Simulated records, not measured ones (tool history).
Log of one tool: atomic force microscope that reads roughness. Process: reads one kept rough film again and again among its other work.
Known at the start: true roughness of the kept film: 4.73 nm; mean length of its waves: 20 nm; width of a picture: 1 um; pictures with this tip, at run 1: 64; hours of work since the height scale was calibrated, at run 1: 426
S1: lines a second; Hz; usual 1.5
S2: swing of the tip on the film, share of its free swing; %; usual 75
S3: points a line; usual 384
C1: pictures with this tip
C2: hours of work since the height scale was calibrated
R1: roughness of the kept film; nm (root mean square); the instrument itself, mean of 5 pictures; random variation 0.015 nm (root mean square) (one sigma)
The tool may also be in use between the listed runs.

run 1 day=0 | S1=1.5 S2=75 S3=384 | C1=64 C2=426 | R1=2.781
run 2 day=0.683 | S1=1.5 S2=87 S3=384 | C1=83 C2=435 | R1=2.508
run 3 day=1.525 | S1=1.5 S2=75 S3=384 | C1=106 C2=447 | R1=2.478
-- day=1.983 new tip fitted
run 4 day=2.546 | S1=1.5 S2=75 S3=384 | C1=15 C2=460 | R1=3.279
run 5 day=3.4 | S1=1.5 S2=75 S3=384 | C1=39 C2=472 | R1=3.02
run 6 day=3.933 | S1=1.5 S2=75 S3=384 | C1=54 C2=480 | R1=2.919
run 7 day=5.271 | S1=1.5 S2=75 S3=384 | C1=90 C2=498 | R1=2.594
-- day=6.317 new tip fitted
run 8 day=6.4 | S1=1.5 S2=75 S3=969 | C1=3 C2=514 | R1=3.507
run 9 day=7.579 | S1=1.5 S2=75 S3=969 | C1=35 C2=530 | R1=3.116
run 10 day=8.442 | S1=1.5 S2=75 S3=969 | C1=59 C2=542 | R1=2.885
run 11 day=9.212 | S1=1.5 S2=75 S3=969 | C1=80 C2=552 | R1=2.697
run 12 day=9.962 | S1=1.5 S2=75 S3=969 | C1=101 C2=563 | R1=2.536
-- day=10.692 new tip fitted
run 13 day=11.288 | S1=1.5 S2=62 S3=384 | C1=17 C2=581 | R1=3.42
run 14 day=12.542 | S1=1.5 S2=62 S3=384 | C1=51 C2=598 | R1=3.043
run 15 day=13.438 | S1=1.5 S2=62 S3=384 | C1=76 C2=611 | R1=2.847
run 16 day=14.421 | S1=1.5 S2=75 S3=481 | C1=103 C2=624 | R1=2.549
-- day=15.012 new tip fitted
run 17 day=15.133 | S1=1.5 S2=75 S3=384 | C1=4 C2=634 | R1=3.357
run 18 day=16.188 | S1=1.5 S2=75 S3=384 | C1=33 C2=648 | R1=3.029
run 19 day=17.221 | S1=1.5 S2=75 S3=384 | C1=61 C2=663 | R1=2.812
run 20 day=18.504 | S1=1.5 S2=75 S3=384 | C1=96 C2=680 | R1=2.578
-- day=19.3 new tip fitted
run 21 day=19.521 | S1=1.87 S2=75 S3=384 | C1=6 C2=694 | R1=3.348
run 22 day=20.812 | S1=1.87 S2=75 S3=384 | C1=41 C2=712 | R1=2.985
-- day=20.958 height scale calibrated on a step standard
run 23 day=21.662 | S1=1.87 S2=75 S3=384 | C1=63 C2=10 | R1=2.797
run 24 day=22.583 | S1=1.87 S2=75 S3=384 | C1=89 C2=22 | R1=2.582
run 25 day=23.504 | S1=1.87 S2=75 S3=384 | C1=114 C2=35 | R1=2.446
-- day=23.742 new tip fitted
run 26 day=24.179 | S1=1.5 S2=75 S3=384 | C1=12 C2=44 | R1=3.291
run 27 day=25.479 | S1=1.4 S2=78 S3=384 | C1=48 C2=62 | R1=2.914
run 28 day=26.533 | S1=1.4 S2=78 S3=384 | C1=77 C2=77 | R1=2.676
run 29 day=27.617 | S1=0.84 S2=75 S3=371 | C1=106 C2=92 | R1=2.576
-- day=28.154 new tip fitted
-- day=28.554 height scale calibrated on a step standard, once more
run 30 day=28.904 | S1=1.44 S2=55 S3=670 | C1=19 C2=5 | R1=3.466
run 31 day=29.621 | S1=0.71 S2=75 S3=677 | C1=39 C2=15 | R1=3.199
run 32 day=30.296 | S1=0.71 S2=75 S3=677 | C1=57 C2=24 | R1=3.036
run 33 day=31 | S1=2.29 S2=85 S3=831 | C1=77 C2=34 | R1=2.44
run 34 day=31.608 | S1=0.8 S2=85 S3=287 | C1=93 C2=42 | R1=2.581
-- day=32.517 new tip fitted
run 35 day=32.912 | S1=2.62 S2=87 S3=314 | C1=11 C2=60 | R1=2.817
run 36 day=33.717 | S1=2.62 S2=87 S3=314 | C1=33 C2=71 | R1=2.592
run 37 day=34.967 | S1=2.62 S2=87 S3=314 | C1=67 C2=88 | R1=2.36
run 38 day=35.754 | S1=0.52 S2=62 S3=522 | C1=89 C2=99 | R1=2.825
run 39 day=36.75 | S1=0.97 S2=63 S3=747 | C1=116 C2=113 | R1=2.617
-- day=36.833 new tip fitted
run 40 day=37.808 | S1=2.32 S2=66 S3=448 | C1=27 C2=127 | R1=3.172
run 41 day=38.654 | S1=2.32 S2=66 S3=448 | C1=50 C2=139 | R1=2.961
run 42 day=39.854 | S1=2.32 S2=66 S3=448 | C1=83 C2=156 | R1=2.691
run 43 day=40.467 | S1=2.32 S2=66 S3=448 | C1=100 C2=164 | R1=2.559
-- day=41.188 new tip fitted
run 44 day=41.458 | S1=0.84 S2=61 S3=353 | C1=7 C2=178 | R1=3.584
run 45 day=42.329 | S1=1.5 S2=77 S3=425 | C1=31 C2=190 | R1=3.084
run 46 day=43.562 | S1=1.5 S2=67 S3=384 | C1=65 C2=207 | R1=2.873
run 47 day=44.55 | S1=2.76 S2=59 S3=628 | C1=92 C2=220 | R1=2.694
run 48 day=45.462 | S1=0.55 S2=65 S3=566 | C1=117 C2=233 | R1=2.648
-- day=45.579 new tip fitted
run 49 day=46.404 | S1=0.55 S2=65 S3=566 | C1=23 C2=246 | R1=3.418
run 50 day=47.688 | S1=0.55 S2=65 S3=566 | C1=58 C2=264 | R1=3.057
run 51 day=48.871 | S1=1.5 S2=75 S3=384 | C1=91 C2=280 | R1=2.6

How the hidden state differs across the entries between the runs, from the last listed run before each to the first after it:
Between runs 3 and 4: new tip fitted (day 1.983)
  radius of the tip, nm: 15.8 -> 6.8
  measured less the result without the state, R1: -0.999 -> -0.208 nm (root mean square)
Between runs 7 and 8: new tip fitted (day 6.317)
  radius of the tip, nm: 14.1 -> 5.4; height scale over the true one, %: 0.34 -> 0.35
  measured less the result without the state, R1: -0.883 -> -0.043 nm (root mean square)
Between runs 12 and 13: new tip fitted (day 10.692)
  radius of the tip, nm: 15.5 -> 6.9; height scale over the true one, %: 0.38 -> 0.39
  measured less the result without the state, R1: -0.995 -> -0.229 nm (root mean square)
Between runs 16 and 17: new tip fitted (day 15.012)
  radius of the tip, nm: 15.4 -> 5.9; height scale over the true one, %: 0.41 -> 0.42
  measured less the result without the state, R1: -0.987 -> -0.102 nm (root mean square)
Between runs 20 and 21: new tip fitted (day 19.3)
  radius of the tip, nm: 14.6 -> 5.8; height scale over the true one, %: 0.44 -> 0.45
  measured less the result without the state, R1: -0.922 -> -0.086 nm (root mean square)
Between runs 22 and 23: height scale calibrated on a step standard (day 20.958)
  radius of the tip, nm: 8.9 -> 11.1; height scale over the true one, %: 0.46 -> 0.78
  measured less the result without the state, R1: -0.429 -> -0.616 nm (root mean square)
Between runs 25 and 26: new tip fitted (day 23.742)
  radius of the tip, nm: 15.9 -> 6.7; height scale over the true one, %: 0.79 -> 0.8
  measured less the result without the state, R1: -0.98 -> -0.185 nm (root mean square)
Between runs 29 and 30: new tip fitted (day 28.154); height scale calibrated on a step standard, once more (day 28.554)
  radius of the tip, nm: 15.8 -> 6.9; height scale over the true one, %: 0.82 -> -0.08
  measured less the result without the state, R1: -1.026 -> -0.254 nm (root mean square)
Between runs 34 and 35: new tip fitted (day 32.517)
  radius of the tip, nm: 14.2 -> 6.4; height scale over the true one, %: -0.06 -> -0.05
  measured less the result without the state, R1: -0.897 -> -0.152 nm (root mean square)
Between runs 39 and 40: new tip fitted (day 36.833)
  radius of the tip, nm: 16.1 -> 7.6
  measured less the result without the state, R1: -1.097 -> -0.317 nm (root mean square)
Between runs 43 and 44: new tip fitted (day 41.188)
  radius of the tip, nm: 14.8 -> 5.7; height scale over the true one, %: 0 -> 0.01
  measured less the result without the state, R1: -0.952 -> -0.101 nm (root mean square)
Between runs 48 and 49: new tip fitted (day 45.579)
  radius of the tip, nm: 16.1 -> 7.6; height scale over the true one, %: 0.04 -> 0.05
  measured less the result without the state, R1: -1.11 -> -0.329 nm (root mean square)

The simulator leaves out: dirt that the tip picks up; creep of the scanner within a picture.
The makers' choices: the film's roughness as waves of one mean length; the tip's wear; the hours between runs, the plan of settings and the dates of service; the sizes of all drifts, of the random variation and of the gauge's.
